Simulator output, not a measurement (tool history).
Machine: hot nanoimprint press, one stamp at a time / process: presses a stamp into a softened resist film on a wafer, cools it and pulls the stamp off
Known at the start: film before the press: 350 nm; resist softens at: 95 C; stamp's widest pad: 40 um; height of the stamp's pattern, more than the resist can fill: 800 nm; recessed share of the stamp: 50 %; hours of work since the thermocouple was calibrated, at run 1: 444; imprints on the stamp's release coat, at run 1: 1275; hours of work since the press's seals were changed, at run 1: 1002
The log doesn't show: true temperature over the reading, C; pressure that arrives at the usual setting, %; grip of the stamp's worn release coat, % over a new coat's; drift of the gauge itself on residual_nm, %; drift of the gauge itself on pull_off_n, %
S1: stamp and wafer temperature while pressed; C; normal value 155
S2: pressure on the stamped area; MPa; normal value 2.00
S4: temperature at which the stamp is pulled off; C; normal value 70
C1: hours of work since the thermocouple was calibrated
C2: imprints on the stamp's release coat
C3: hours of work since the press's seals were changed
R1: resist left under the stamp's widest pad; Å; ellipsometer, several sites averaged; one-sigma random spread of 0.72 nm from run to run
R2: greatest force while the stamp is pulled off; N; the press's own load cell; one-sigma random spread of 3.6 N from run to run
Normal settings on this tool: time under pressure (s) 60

{"run": 1, "day": 0.0, "S1": 155, "S2": 2.0, "time under pressure (s)": 60, "S4": 70, "C1": 444, "C2": 1275, "C3": 1002, "R1": 1504, "R2": 202}
{"day": 1.633, "done": "stamp cleaned and given a new release coat"}
{"run": 2, "day": 1.633, "S1": 155, "S2": 2.0, "time under pressure (s)": 60, "S4": 70, "C1": 466, "C2": 0, "C3": 1024, "R1": 1506, "R2": 181}
{"day": 2.708, "done": "press's hydraulic seals changed and the load cell set to zero"}
{"run": 3, "day": 3.95, "S1": 165, "S2": 2.0, "time under pressure (s)": 60, "S4": 70, "C1": 496, "C2": 177, "C3": 19, "R1": 989, "R2": 190}
{"run": 4, "day": 5.175, "S1": 155, "S2": 2.0, "time under pressure (s)": 60, "S4": 70, "C1": 515, "C2": 287, "C3": 38, "R1": 1449, "R2": 187}
{"day": 5.704, "done": "plate thermocouple calibrated"}
{"run": 5, "day": 7.625, "S1": 155, "S2": 2.0, "time under pressure (s)": 60, "S4": 70, "C1": 30, "C2": 496, "C3": 75, "R1": 1511, "R2": 192}
{"run": 6, "day": 9.229, "S1": 155, "S2": 2.0, "time under pressure (s)": 60, "S4": 70, "C1": 55, "C2": 641, "C3": 100, "R1": 1508, "R2": 201}
{"run": 7, "day": 10.779, "S1": 155, "S2": 2.0, "time under pressure (s)": 60, "S4": 70, "C1": 79, "C2": 779, "C3": 124, "R1": 1513, "R2": 207}
{"run": 8, "day": 12.388, "S1": 155, "S2": 2.0, "time under pressure (s)": 60, "S4": 70, "C1": 104, "C2": 924, "C3": 149, "R1": 1504, "R2": 204}
{"run": 9, "day": 14.038, "S1": 155, "S2": 2.0, "time under pressure (s)": 60, "S4": 70, "C1": 130, "C2": 1072, "C3": 175, "R1": 1506, "R2": 201}
{"run": 10, "day": 15.633, "S1": 155, "S2": 2.0, "time under pressure (s)": 73, "S4": 70, "C1": 155, "C2": 1215, "C3": 199, "R1": 1406, "R2": 206}
{"run": 11, "day": 16.925, "S1": 155, "S2": 2.0, "time under pressure (s)": 60, "S4": 70, "C1": 175, "C2": 1331, "C3": 219, "R1": 1500, "R2": 214}
{"day": 17.946, "done": "stamp cleaned and given a new release coat"}
{"run": 12, "day": 18.45, "S1": 155, "S2": 2.0, "time under pressure (s)": 60, "S4": 70, "C1": 195, "C2": 45, "C3": 239, "R1": 1486, "R2": 189}
{"run": 13, "day": 20.196, "S1": 155, "S2": 2.0, "time under pressure (s)": 60, "S4": 70, "C1": 222, "C2": 202, "C3": 267, "R1": 1499, "R2": 189}
{"run": 14, "day": 21.638, "S1": 155, "S2": 2.0, "time under pressure (s)": 60, "S4": 70, "C1": 244, "C2": 331, "C3": 289, "R1": 1500, "R2": 189}
{"run": 15, "day": 22.662, "S1": 146, "S2": 2.0, "time under pressure (s)": 60, "S4": 70, "C1": 260, "C2": 423, "C3": 305, "R1": 2131, "R2": 191}
{"run": 16, "day": 24.208, "S1": 146, "S2": 3.01, "time under pressure (s)": 60, "S4": 70, "C1": 284, "C2": 562, "C3": 329, "R1": 1772, "R2": 191}
{"run": 17, "day": 25.267, "S1": 156, "S2": 1.33, "time under pressure (s)": 60, "S4": 60, "C1": 301, "C2": 657, "C3": 345, "R1": 1756, "R2": 219}
{"run": 18, "day": 26.642, "S1": 163, "S2": 1.33, "time under pressure (s)": 60, "S4": 60, "C1": 322, "C2": 780, "C3": 367, "R1": 1357, "R2": 217}
{"run": 19, "day": 28.175, "S1": 147, "S2": 1.82, "time under pressure (s)": 45, "S4": 68, "C1": 346, "C2": 918, "C3": 391, "R1": 2321, "R2": 202}
{"run": 20, "day": 30.633, "S1": 155, "S2": 1.54, "time under pressure (s)": 42, "S4": 70, "C1": 384, "C2": 1139, "C3": 429, "R1": 1898, "R2": 200}
{"run": 21, "day": 32.025, "S1": 152, "S2": 2.0, "time under pressure (s)": 68, "S4": 63, "C1": 406, "C2": 1264, "C3": 451, "R1": 1612, "R2": 227}
{"day": 33.821, "done": "stamp cleaned and given a new release coat"}
{"run": 22, "day": 34.329, "S1": 152, "S2": 2.0, "time under pressure (s)": 68, "S4": 63, "C1": 438, "C2": 45, "C3": 483, "R1": 1606, "R2": 199}
{"run": 23, "day": 35.825, "S1": 159, "S2": 2.0, "time under pressure (s)": 87, "S4": 74, "C1": 461, "C2": 179, "C3": 506, "R1": 1103, "R2": 179}
{"run": 24, "day": 38.183, "S1": 157, "S2": 1.56, "time under pressure (s)": 33, "S4": 75, "C1": 498, "C2": 391, "C3": 543, "R1": 1891, "R2": 172}
{"day": 39.821, "done": "plate thermocouple calibrated"}
{"run": 25, "day": 40.092, "S1": 156, "S2": 1.45, "time under pressure (s)": 56, "S4": 64, "C1": 4, "C2": 551, "C3": 571, "R1": 1774, "R2": 210}
{"run": 26, "day": 41.85, "S1": 166, "S2": 2.65, "time under pressure (s)": 49, "S4": 64, "C1": 32, "C2": 710, "C3": 598, "R1": 918, "R2": 212}
{"run": 27, "day": 43.2, "S1": 146, "S2": 2.0, "time under pressure (s)": 60, "S4": 69, "C1": 53, "C2": 831, "C3": 619, "R1": 2201, "R2": 202}
{"run": 28, "day": 45.554, "S1": 155, "S2": 2.0, "time under pressure (s)": 60, "S4": 60, "C1": 89, "C2": 1042, "C3": 656, "R1": 1543, "R2": 225}
{"run": 29, "day": 47.392, "S1": 155, "S2": 2.58, "time under pressure (s)": 85, "S4": 60, "C1": 118, "C2": 1207, "C3": 684, "R1": 1177, "R2": 225}

Describe how what the log doesn't record of the tool's condition differs between the last listed run preceding each entry between runs and the first listed run following it.
Between runs 1 and 2: stamp cleaned and given a new release coat (day 1.633)
  true temperature over the reading, C: 0.91 -> 0.96; pressure that arrives at the usual setting, %: 94.25 -> 94.13; grip of the stamp's worn release coat, % over a new coat's: 12.5 -> 0
  measured result minus the result with no hidden state, R1: -8 -> -10 Å; R2: +21 -> -2 N
Between runs 2 and 3: press's hydraulic seals changed and the load cell set to zero (day 2.708)
  true temperature over the reading, C: 0.96 -> 1.03; pressure that arrives at the usual setting, %: 94.13 -> 99.77; grip of the stamp's worn release coat, % over a new coat's: 0 -> 1.7
  measured result minus the result with no hidden state, R1: -10 -> -37 Å; R2: -2 -> +1 N
Between runs 4 and 5: plate thermocouple calibrated (day 5.704)
  true temperature over the reading, C: 1.07 -> 0.05; pressure that arrives at the usual setting, %: 99.67 -> 99.48; grip of the stamp's worn release coat, % over a new coat's: 2.8 -> 4.8
  measured result minus the result with no hidden state, R1: -62 -> +1 Å; R2: +3 -> +9 N
Between runs 11 and 12: stamp cleaned and given a new release coat (day 17.946)
  true temperature over the reading, C: 0.36 -> 0.41; pressure that arrives at the usual setting, %: 98.71 -> 98.6; grip of the stamp's worn release coat, % over a new coat's: 13 -> 0.4
  measured result minus the result with no hidden state, R1: -12 -> -13 Å; R2: +23 -> +0 N
Between runs 21 and 22: stamp cleaned and given a new release coat (day 33.821)
  true temperature over the reading, C: 0.88 -> 0.95; pressure that arrives at the usual setting, %: 97.46 -> 97.29; grip of the stamp's worn release coat, % over a new coat's: 12.4 -> 0.4
  measured result minus the result with no hidden state, R1: -38 -> -41 Å; R2: +23 -> -1 N
Between runs 24 and 25: plate thermocouple calibrated (day 39.821)
  true temperature over the reading, C: 1.09 -> -0.07; pressure that arrives at the usual setting, %: 96.95 -> 96.8; grip of the stamp's worn release coat, % over a new coat's: 3.8 -> 5.3
  measured result minus the result with no hidden state, R1: -50 -> +25 Å; R2: +4 -> +11 N
